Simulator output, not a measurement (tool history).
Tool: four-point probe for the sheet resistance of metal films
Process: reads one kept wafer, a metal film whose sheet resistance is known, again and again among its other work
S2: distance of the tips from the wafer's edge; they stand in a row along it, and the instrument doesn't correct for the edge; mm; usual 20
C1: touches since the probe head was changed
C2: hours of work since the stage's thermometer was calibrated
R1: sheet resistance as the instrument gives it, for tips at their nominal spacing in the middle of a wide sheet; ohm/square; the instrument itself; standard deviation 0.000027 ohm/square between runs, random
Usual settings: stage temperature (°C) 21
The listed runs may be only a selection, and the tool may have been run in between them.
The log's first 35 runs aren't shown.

run 36 day=25.158 | stage_temperature_(°C)=29 S2=26 | C1=59260 C2=473 | R1=0.137449
run 37 day=25.854 | stage_temperature_(°C)=29 S2=26 | C1=59880 C2=485 | R1=0.137426
run 38 day=26.342 | stage_temperature_(°C)=26 S2=22 | C1=60315 C2=494 | R1=0.137230
run 39 day=27.250 | stage_temperature_(°C)=25 S2=70 | C1=61125 C2=510 | R1=0.136883
run 40 day=27.683 | stage_temperature_(°C)=20 S2=12 | C1=61511 C2=518 | R1=0.137207
run 41 day=28.588 | stage_temperature_(°C)=20 S2=12 | C1=62315 C2=534 | R1=0.137150
run 42 day=29.592 | stage_temperature_(°C)=21 S2=4 | C1=63208 C2=551 | R1=0.143440
run 43 day=30.508 | stage_temperature_(°C)=21 S2=30 | C1=64024 C2=568 | R1=0.136536
run 44 day=31.104 | stage_temperature_(°C)=25 S2=48 | C1=64556 C2=578 | R1=0.136867

4 ways to go on from here, each from the tool as it stands after run 44. What would each give?
run A day=31.867 | stage_temperature_(°C)=19 S2=48 | C1=65236 C2=592 | R1=?
run B day=31.867 | stage_temperature_(°C)=25 S2=8 | C1=65236 C2=592 | R1=?
run C day=31.867 | stage_temperature_(°C)=25 S2=18 | C1=65236 C2=592 | R1=?
run D day=31.867 | stage_temperature_(°C)=24 S2=28 | C1=65236 C2=592 | R1=?

run=A R1=0.136271
run=B R1=0.138571
run=C R1=0.137172
run=D R1=0.136824
With no hidden state in the tool, these same runs would have given:
run=A R1=0.136778
run=B R1=0.139085
run=C R1=0.137680
run=D R1=0.137331
